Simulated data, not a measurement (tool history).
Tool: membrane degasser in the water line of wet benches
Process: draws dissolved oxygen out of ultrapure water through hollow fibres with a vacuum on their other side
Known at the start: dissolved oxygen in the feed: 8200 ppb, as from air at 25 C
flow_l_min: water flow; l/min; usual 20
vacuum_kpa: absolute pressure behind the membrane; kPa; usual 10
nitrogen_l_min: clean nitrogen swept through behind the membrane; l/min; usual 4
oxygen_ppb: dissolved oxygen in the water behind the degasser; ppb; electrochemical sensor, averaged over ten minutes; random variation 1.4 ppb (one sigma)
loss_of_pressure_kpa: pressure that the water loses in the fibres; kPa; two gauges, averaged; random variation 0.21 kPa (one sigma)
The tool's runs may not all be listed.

| run | hour | flow_l_min | vacuum_kpa | nitrogen_l_min | oxygen_ppb | loss_of_pressure_kpa |
|---|---|---|---|---|---|---|
| 1 | 0 | 20 | 10 | 4 | 140.7 | 46.78 |
| 2 | 79.9 | 20 | 10 | 4 | 140.6 | 47.05 |
| 3 | 124 | 20 | 10 | 4 | 141.7 | 47.1 |
| 4 | 219.3 | 20 | 10 | 4 | 138.4 | 47.26 |
| 5 | 318.3 | 20 | 10 | 4 | 141.3 | 47.22 |
| 6 | 398.7 | 20 | 10 | 4 | 139.2 | 47.31 |
| 7 | 462.7 | 20 | 10 | 4 | 139.7 | 46.93 |
| 8 | 537.1 | 20 | 10 | 4 | 138.8 | 47.37 |
| 9 | 594.6 | 20 | 10 | 4 | 141.9 | 46.92 |
| 10 | 657.9 | 20 | 10 | 4 | 142.3 | 46.8 |
| 11 | 729.4 | 20 | 12.6 | 4 | 172.6 | 46.84 |
| 12 | 789.6 | 20 | 10 | 4 | 143.9 | 46.68 |
| 13 | 864.2 | 20 | 10 | 4 | 141.5 | 46.67 |
| 14 | 957.6 | 20 | 10 | 4 | 140 | 46.42 |
| 15 | 1005 | 20 | 10 | 4 | 139.8 | 46.89 |
| 16 | 1098.9 | 20 | 10 | 4 | 140.7 | 46.36 |
| 17 | 1171.8 | 20 | 10 | 4 | 141.2 | 46.43 |
| 18 | 1231.9 | 20 | 10 | 4 | 141.3 | 46.85 |
| 19 | 1296.2 | 20 | 14.9 | 9.63 | 117.5 | 46.69 |
| 20 | 1381.3 | 13 | 10 | 4.9 | 59.1 | 30.67 |
| 21 | 1465.4 | 20 | 6.7 | 2.23 | 133.1 | 46.37 |
| 22 | 1553.6 | 25 | 15.8 | 4.64 | 265.2 | 57.95 |
| 23 | 1608.2 | 24 | 22.6 | 7.36 | 252.6 | 55.65 |
|  | 1615.5 | gauge calibrated |
| 24 | 1657 | 24 | 22.6 | 7.36 | 248 | 57.2 |
| 25 | 1716.3 | 19 | 10 | 2.47 | 173.1 | 44.81 |

Run 26 comes next. What will it give?
| 26 | 1799 | 22 | 10.7 | 4.25 | ? | ? |

{"run 26": {"oxygen_ppb": 171.8, "loss_of_pressure_kpa": 52.05}}
Without the tool's hidden state the same run would have given oxygen_ppb 171.7 ppb, loss_of_pressure_kpa 52.19 kPa.
